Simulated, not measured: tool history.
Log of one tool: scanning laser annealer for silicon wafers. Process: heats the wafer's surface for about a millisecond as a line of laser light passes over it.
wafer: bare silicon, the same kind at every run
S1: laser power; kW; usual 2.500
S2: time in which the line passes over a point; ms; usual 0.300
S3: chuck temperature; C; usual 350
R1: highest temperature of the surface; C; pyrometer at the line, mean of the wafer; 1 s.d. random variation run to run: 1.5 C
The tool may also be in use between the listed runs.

run,day,S1,S2,S3,R1
1,0.000,2.500,0.300,350,1095
2,0.267,2.500,0.300,350,1097
3,0.575,2.500,0.300,350,1095
4,0.942,2.500,0.300,350,1095
5,1.200,2.500,0.300,350,1097
6,1.421,2.500,0.300,358,1102
7,1.700,2.500,0.300,358,1102
8,2.050,2.500,0.300,358,1101
9,2.358,2.500,0.304,350,1102
10,2.775,2.500,0.304,350,1100
11,2.979,2.500,0.300,350,1094
12,3.375,2.500,0.300,350,1096
13,3.804,2.500,0.300,313,1058
14,4.096,2.500,0.300,350,1094
15,4.512,2.500,0.300,350,1093
16,4.933,2.500,0.300,350,1095
17,5.250,2.500,0.300,350,1093
18,5.458,2.500,0.300,350,1093
19,5.871,2.500,0.300,350,1094
20,6.188,2.500,0.300,350,1096
21,6.475,2.500,0.300,350,1092
22,6.692,2.500,0.300,350,1092
23,6.971,2.260,0.363,347,1095
24,7.300,2.382,0.280,310,990
25,7.675,2.382,0.280,310,995
26,7.921,2.382,0.280,310,989
27,8.150,2.136,0.300,355,989
28,8.404,2.136,0.300,355,989
29,8.821,2.324,0.320,311,1026
30,9.108,2.488,0.333,311,1097
31,9.504,2.272,0.300,332,1005
32,9.929,2.272,0.300,332,1005
33,10.358,2.500,0.353,385,1199
34,10.629,2.718,0.335,328,1190
35,10.892,2.718,0.335,328,1190
36,11.188,2.674,0.366,330,1220
37,11.538,2.674,0.366,330,1219
38,11.938,2.500,0.367,350,1180
39,12.200,2.180,0.367,310,1032
40,12.588,2.294,0.269,350,990
41,12.946,2.294,0.269,350,992
42,13.283,2.258,0.269,350,980

The same runs without the tool's hidden state, with the same run-to-run variation:
Unlogged tool condition in this case: light that passes the window, % of a clean one's; laser's true power over the reading, %; width of the line over the set one, %; drift of the gauge itself on peak_c, C.
run,R1
1,1111
2,1114
3,1112
4,1112
5,1114
6,1119
7,1119
8,1118
9,1119
10,1117
11,1111
12,1113
13,1076
14,1111
15,1111
16,1113
17,1111
18,1111
19,1111
20,1114
21,1110
22,1110
23,1113
24,1007
25,1012
26,1006
27,1005
28,1005
29,1044
30,1117
31,1022
32,1023
33,1220
34,1213
35,1212
36,1243
37,1242
38,1202
39,1051
40,1007
41,1009
42,997

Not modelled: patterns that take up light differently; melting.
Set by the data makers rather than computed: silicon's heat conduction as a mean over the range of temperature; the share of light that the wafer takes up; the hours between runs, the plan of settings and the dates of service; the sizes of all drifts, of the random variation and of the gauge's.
